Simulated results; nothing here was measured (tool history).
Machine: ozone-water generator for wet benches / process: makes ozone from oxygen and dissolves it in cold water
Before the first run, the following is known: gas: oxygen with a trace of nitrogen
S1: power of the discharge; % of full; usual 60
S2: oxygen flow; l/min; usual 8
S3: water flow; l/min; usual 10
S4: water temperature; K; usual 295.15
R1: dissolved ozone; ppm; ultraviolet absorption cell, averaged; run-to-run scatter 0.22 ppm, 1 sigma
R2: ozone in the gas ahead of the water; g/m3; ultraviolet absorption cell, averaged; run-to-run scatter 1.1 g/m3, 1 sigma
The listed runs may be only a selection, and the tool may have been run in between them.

run,hour,S1,S2,S3,S4,R1,R2
1,0,60,8,10,295.15,32.3,199.3
2,28.1,60,8,10,295.15,32.4,199.2
3,57,60,8,10,295.15,32.1,200.1
4,86.6,60,8,10,295.15,32,198.8
5,116.2,60,8,10,295.15,32.4,196.6
6,149.8,60,8,10,295.15,32.2,196.8
7,168.1,60,8,10,295.15,32.5,196.5
8,190.4,60,8,8,295.15,36.4,197.9
9,219.3,60,8,8,295.15,37,198.9
10,251.5,54,4.18,6,298.15,38.5,227.4
11,284.1,60,8,10,297.15,31.2,196.8
12,304.4,94,11.68,10,295.15,46.9,257.8
13,330.6,52,8.11,11,290.15,30.1,170.7
14,347.4,52,8.11,11,290.15,30.2,171
15,375.4,60,8,10,295.15,32.4,197.3
16,391.1,60,8,10,295.15,32.4,194.3
17,407.9,60,8,10,295.15,32.3,195.1

Each row is a separate what-if for the run after 17, all from the same tool condition, not one after another. Results?
A,429.7,60,8,7,295.15,?,?
B,429.7,80,6.94,8,295.15,?,?
C,429.7,60,6.13,11,288.15,?,?

run,R1,R2
A,39.2,193.3
B,48.8,270.3
C,35.7,213.4
With the hidden condition removed and each run's random variation left untouched, the same runs would have given:
run,R1,R2
A,39.3,198.5
B,48.9,277.7
C,35.8,219.1

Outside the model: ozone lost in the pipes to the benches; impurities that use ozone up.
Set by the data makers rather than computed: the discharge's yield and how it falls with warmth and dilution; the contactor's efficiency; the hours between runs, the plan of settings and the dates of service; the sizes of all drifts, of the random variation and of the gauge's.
